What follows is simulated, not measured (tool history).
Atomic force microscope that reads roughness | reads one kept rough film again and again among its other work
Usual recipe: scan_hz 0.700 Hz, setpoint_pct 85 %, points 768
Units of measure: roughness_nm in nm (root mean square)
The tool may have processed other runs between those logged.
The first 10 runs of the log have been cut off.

Run 11, hour 384.3: usual settings but setpoint_pct 84 %. Result: roughness_nm 0.851 nm (root mean square).
Run 12, hour 417.1: usual settings but setpoint_pct 84 %. Result: roughness_nm 0.846 nm (root mean square).
At hour 440.8: new tip fitted.
Run 13, hour 440.8: usual settings but setpoint_pct 84 %. Result: roughness_nm 0.840 nm (root mean square).
Run 14, hour 464.2: usual settings but setpoint_pct 84 %. Result: roughness_nm 0.848 nm (root mean square).
Run 15, hour 491.0: usual settings but setpoint_pct 84 %. Result: roughness_nm 0.839 nm (root mean square).
Run 16, hour 524.8: usual settings but setpoint_pct 84 %. Result: roughness_nm 0.849 nm (root mean square).
At hour 554.0: new tip fitted.
Run 17, hour 565.6: usual settings but setpoint_pct 58 %. Result: roughness_nm 0.890 nm (root mean square).
Run 18, hour 614.5: usual settings but scan_hz 1.122 Hz. Result: roughness_nm 0.803 nm (root mean square).
Run 19, hour 650.6: usual settings but scan_hz 1.122 Hz, setpoint_pct 71 %, points 348. Result: roughness_nm 0.861 nm (root mean square).
At hour 666.4: new tip fitted.
Run 20, hour 700.6: usual settings but scan_hz 2.232 Hz, setpoint_pct 71 %, points 751. Result: roughness_nm 0.812 nm (root mean square).
Run 21, hour 734.8: usual settings but setpoint_pct 74 %, points 712. Result: roughness_nm 0.869 nm (root mean square).
Run 22, hour 775.9: usual settings but scan_hz 0.794 Hz, setpoint_pct 75 %, points 315. Result: roughness_nm 0.849 nm (root mean square).
At hour 780.1: new tip fitted.
Run 23, hour 821.7: usual settings but scan_hz 1.672 Hz, setpoint_pct 75 %, points 404. Result: roughness_nm 0.819 nm (root mean square).
Run 24, hour 870.9: usual settings but scan_hz 0.556 Hz, setpoint_pct 70 %, points 396. Result: roughness_nm 0.877 nm (root mean square).
At hour 892.3: new tip fitted.
Run 25, hour 921.1: usual settings but scan_hz 0.638 Hz, points 677. Result: roughness_nm 0.849 nm (root mean square).
Run 26, hour 964.0: usual settings but scan_hz 0.638 Hz, points 677. Result: roughness_nm 0.854 nm (root mean square).
Run 27, hour 987.1: usual settings but scan_hz 0.669 Hz, setpoint_pct 63 %, points 677. Result: roughness_nm 0.880 nm (root mean square).
At hour 1005.9: new tip fitted.
Run 28, hour 1011.3: usual settings but scan_hz 3.930 Hz, setpoint_pct 75 %, points 906. Result: roughness_nm 0.725 nm (root mean square).
Run 29, hour 1055.9: usual settings but scan_hz 3.930 Hz, setpoint_pct 75 %, points 906. Result: roughness_nm 0.734 nm (root mean square).
Run 30, hour 1105.8: usual settings but scan_hz 3.930 Hz, setpoint_pct 75 %, points 588. Result: roughness_nm 0.728 nm (root mean square).
At hour 1117.5: new tip fitted.
Run 31, hour 1139.5: usual settings but scan_hz 3.930 Hz, setpoint_pct 75 %, points 588. Result: roughness_nm 0.728 nm (root mean square).

What if the next run were any one of these 5? Each begins from the tool's condition after run 31:
Run A, hour 1174.8: usual settings but scan_hz 1.091 Hz, setpoint_pct 57 %, points 356. Result: roughness_nm ?.
Run B, hour 1174.8: usual settings but scan_hz 0.902 Hz, setpoint_pct 56 %. Result: roughness_nm ?.
Run C, hour 1174.8: usual settings but scan_hz 3.930 Hz, setpoint_pct 75 %, points 751. Result: roughness_nm ?.
Run D, hour 1174.8: usual settings but setpoint_pct 77 %, points 372. Result: roughness_nm ?.
Run E, hour 1174.8: usual settings but scan_hz 0.689 Hz, setpoint_pct 83 %, points 420. Result: roughness_nm ?.

run  roughness_nm
  A         0.874
  B         0.879
  C         0.752
  D         0.857
  E         0.840
Stripped of hidden state, with their random variation kept, the same runs would have yielded:
run  roughness_nm
  A         0.875
  B         0.880
  C         0.754
  D         0.859
  E         0.841

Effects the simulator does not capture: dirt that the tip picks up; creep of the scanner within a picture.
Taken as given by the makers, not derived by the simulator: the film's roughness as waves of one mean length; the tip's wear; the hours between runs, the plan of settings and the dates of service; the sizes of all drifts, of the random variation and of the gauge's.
